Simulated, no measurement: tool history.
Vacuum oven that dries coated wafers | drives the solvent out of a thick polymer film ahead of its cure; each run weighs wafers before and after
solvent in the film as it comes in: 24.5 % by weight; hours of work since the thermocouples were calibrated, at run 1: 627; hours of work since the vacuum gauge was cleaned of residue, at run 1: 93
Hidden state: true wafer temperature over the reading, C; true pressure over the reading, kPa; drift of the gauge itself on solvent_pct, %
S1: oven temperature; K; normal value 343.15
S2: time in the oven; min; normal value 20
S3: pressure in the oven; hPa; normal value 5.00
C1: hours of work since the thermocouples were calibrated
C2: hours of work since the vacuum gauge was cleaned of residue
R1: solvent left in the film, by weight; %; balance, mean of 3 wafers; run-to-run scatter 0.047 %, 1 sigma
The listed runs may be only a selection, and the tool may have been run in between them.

{"run": 1, "hour": 0.0, "S1": 343.15, "S2": 20, "S3": 5.0, "C1": 627, "C2": 93, "R1": 1.59}
{"run": 2, "hour": 12.3, "S1": 343.15, "S2": 20, "S3": 5.0, "C1": 633, "C2": 99, "R1": 1.62}
{"run": 3, "hour": 21.5, "S1": 343.15, "S2": 20, "S3": 5.0, "C1": 637, "C2": 103, "R1": 1.48}
{"run": 4, "hour": 32.6, "S1": 343.15, "S2": 20, "S3": 5.0, "C1": 643, "C2": 108, "R1": 1.57}
{"run": 5, "hour": 38.5, "S1": 343.15, "S2": 13, "S3": 5.0, "C1": 646, "C2": 111, "R1": 3.66}
{"run": 6, "hour": 50.7, "S1": 343.15, "S2": 13, "S3": 5.0, "C1": 651, "C2": 117, "R1": 3.75}
{"run": 7, "hour": 63.4, "S1": 343.15, "S2": 13, "S3": 5.0, "C1": 657, "C2": 123, "R1": 3.71}
{"run": 8, "hour": 77.2, "S1": 343.15, "S2": 13, "S3": 5.0, "C1": 664, "C2": 130, "R1": 3.75}
{"run": 9, "hour": 90.8, "S1": 343.15, "S2": 13, "S3": 5.0, "C1": 670, "C2": 136, "R1": 3.7}
{"hour": 94.0, "done": "oven's thermocouples calibrated"}
{"run": 10, "hour": 104.6, "S1": 336.15, "S2": 20, "S3": 5.0, "C1": 5, "C2": 142, "R1": 4.12}
{"hour": 115.9, "done": "oven's thermocouples calibrated, once more"}
{"run": 11, "hour": 116.3, "S1": 343.15, "S2": 11, "S3": 5.0, "C1": 0, "C2": 146, "R1": 4.41}
{"run": 12, "hour": 128.9, "S1": 331.15, "S2": 12, "S3": 8.75, "C1": 6, "C2": 152, "R1": 9.4}
{"run": 13, "hour": 138.6, "S1": 353.15, "S2": 12, "S3": 3.7, "C1": 11, "C2": 157, "R1": 0.94}
{"run": 14, "hour": 150.6, "S1": 333.15, "S2": 20, "S3": 6.18, "C1": 16, "C2": 163, "R1": 4.87}
{"run": 15, "hour": 163.4, "S1": 343.15, "S2": 20, "S3": 9.58, "C1": 23, "C2": 169, "R1": 1.62}
{"run": 16, "hour": 174.4, "S1": 350.15, "S2": 11, "S3": 9.58, "C1": 28, "C2": 174, "R1": 2.17}
{"run": 17, "hour": 187.7, "S1": 343.15, "S2": 16, "S3": 9.68, "C1": 34, "C2": 180, "R1": 2.4}
{"run": 18, "hour": 193.4, "S1": 343.15, "S2": 16, "S3": 9.68, "C1": 37, "C2": 183, "R1": 2.48}
{"run": 19, "hour": 206.9, "S1": 349.15, "S2": 16, "S3": 3.38, "C1": 43, "C2": 189, "R1": 0.87}
{"run": 20, "hour": 216.9, "S1": 352.15, "S2": 13, "S3": 6.14, "C1": 48, "C2": 194, "R1": 1.01}

4 ways to go on from here, each from the tool as it stands after run 20. What would each give?
{"run": "A", "hour": 227.4, "S1": 346.15, "S2": 12, "S3": 5.0, "C1": 53, "C2": 199, "R1": "?"}
{"run": "B", "hour": 227.4, "S1": 331.15, "S2": 13, "S3": 15.44, "C1": 53, "C2": 199, "R1": "?"}
{"run": "C", "hour": 227.4, "S1": 340.15, "S2": 14, "S3": 5.0, "C1": 53, "C2": 199, "R1": "?"}
{"run": "D", "hour": 227.4, "S1": 328.15, "S2": 13, "S3": 6.14, "C1": 53, "C2": 199, "R1": "?"}

run=A R1=2.84
run=B R1=9.34
run=C R1=4.13
run=D R1=10.50
With the hidden condition removed and each run's random variation left untouched, the same runs would have given:
run=A R1=2.78
run=B R1=9.25
run=C R1=4.05
run=D R1=10.40
